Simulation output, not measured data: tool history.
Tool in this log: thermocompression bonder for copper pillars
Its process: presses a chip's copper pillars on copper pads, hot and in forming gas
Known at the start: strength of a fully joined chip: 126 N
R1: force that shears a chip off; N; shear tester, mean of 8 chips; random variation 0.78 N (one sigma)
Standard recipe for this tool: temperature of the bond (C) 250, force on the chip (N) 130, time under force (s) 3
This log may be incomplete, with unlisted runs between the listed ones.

Run 1, hour 0.0: usual settings. Result: R1 60.2 N.
Run 2, hour 7.0: usual settings. Result: R1 59.4 N.
Run 3, hour 14.2: usual settings. Result: R1 58.5 N.
Run 4, hour 21.8: usual settings but force on the chip (N) 81. Result: R1 44.7 N.
Run 5, hour 25.9: usual settings but force on the chip (N) 81. Result: R1 45.4 N.
Run 6, hour 31.4: usual settings but force on the chip (N) 81. Result: R1 43.9 N.
Run 7, hour 39.4: usual settings. Result: R1 59.6 N.
Run 8, hour 45.6: usual settings. Result: R1 59.5 N.
Run 9, hour 51.6: usual settings. Result: R1 58.9 N.
Run 10, hour 60.7: usual settings but force on the chip (N) 86. Result: R1 45.3 N.
Run 11, hour 68.9: usual settings but force on the chip (N) 86. Result: R1 46.4 N.
Run 12, hour 75.5: usual settings but force on the chip (N) 86. Result: R1 45.0 N.
Run 13, hour 83.1: usual settings. Result: R1 59.0 N.
Run 14, hour 90.5: usual settings. Result: R1 59.0 N.
Run 15, hour 95.9: usual settings. Result: R1 58.8 N.
Run 16, hour 104.6: usual settings but force on the chip (N) 191. Result: R1 74.0 N.
Run 17, hour 111.4: usual settings but force on the chip (N) 191. Result: R1 72.3 N.
Run 18, hour 117.4: usual settings but temperature of the bond (C) 277. Result: R1 77.9 N.
Run 19, hour 123.5: usual settings but temperature of the bond (C) 254. Result: R1 60.4 N.
Run 20, hour 129.5: usual settings but temperature of the bond (C) 254. Result: R1 62.9 N.
Run 21, hour 137.8: usual settings but temperature of the bond (C) 236, force on the chip (N) 94, time under force (s) 5. Result: R1 48.6 N.
Run 22, hour 143.2: usual settings but temperature of the bond (C) 236, force on the chip (N) 94, time under force (s) 5. Result: R1 49.4 N.
Run 23, hour 152.9: usual settings but temperature of the bond (C) 253, force on the chip (N) 94, time under force (s) 7. Result: R1 66.9 N.
Run 24, hour 159.5: usual settings but temperature of the bond (C) 253, force on the chip (N) 94, time under force (s) 7. Result: R1 66.7 N.
Run 25, hour 166.6: usual settings but temperature of the bond (C) 253, force on the chip (N) 94, time under force (s) 7. Result: R1 67.0 N.
Run 26, hour 172.2: usual settings but temperature of the bond (C) 253, force on the chip (N) 94, time under force (s) 7. Result: R1 64.8 N.
Run 27, hour 178.6: usual settings but temperature of the bond (C) 253, force on the chip (N) 94, time under force (s) 7. Result: R1 66.5 N.
Run 28, hour 184.4: usual settings but temperature of the bond (C) 253, force on the chip (N) 94, time under force (s) 7. Result: R1 66.2 N.
Run 29, hour 190.1: usual settings but temperature of the bond (C) 253, force on the chip (N) 94, time under force (s) 7. Result: R1 67.3 N.
Run 30, hour 196.3: usual settings but temperature of the bond (C) 255, force on the chip (N) 138. Result: R1 63.7 N.
Run 31, hour 201.3: usual settings but temperature of the bond (C) 255, force on the chip (N) 138, time under force (s) 4. Result: R1 69.7 N.
Run 32, hour 207.5: usual settings but temperature of the bond (C) 255, force on the chip (N) 138, time under force (s) 4. Result: R1 70.1 N.
Run 33, hour 211.3: usual settings but force on the chip (N) 119. Result: R1 55.0 N.
Run 34, hour 216.5: usual settings but force on the chip (N) 119. Result: R1 55.9 N.
Run 35, hour 224.3: usual settings but force on the chip (N) 170. Result: R1 68.1 N.
Run 36, hour 231.4: usual settings but force on the chip (N) 170. Result: R1 68.1 N.
Run 37, hour 238.3: usual settings but temperature of the bond (C) 238, force on the chip (N) 179. Result: R1 61.1 N.

Not shown: 2 entries that the log had between the listed runs. Between which runs, and how does the tool's hidden state differ before and after?
Run 20 -> run 21: heater calibrated with a thermocouple chip (hour 132.2)
  true temperature of the bond over the reading, C: 1.5 -> 2.2; oxide that the forming gas leaves, % of the face: 5.03 -> 5.11
  the result without the hidden state subtracted from the measured one, R1: -1.2 -> -0.3 N
Run 22 -> run 23: heater calibrated with a thermocouple chip, once more (hour 147.3)
  true temperature of the bond over the reading, C: 2.3 -> -0.3; force that reaches the chip, % of what is set: 101.6 -> 101.7; oxide that the forming gas leaves, % of the face: 5.19 -> 5.29
  the result without the hidden state subtracted from the measured one, R1: -0.3 -> -2.9 N
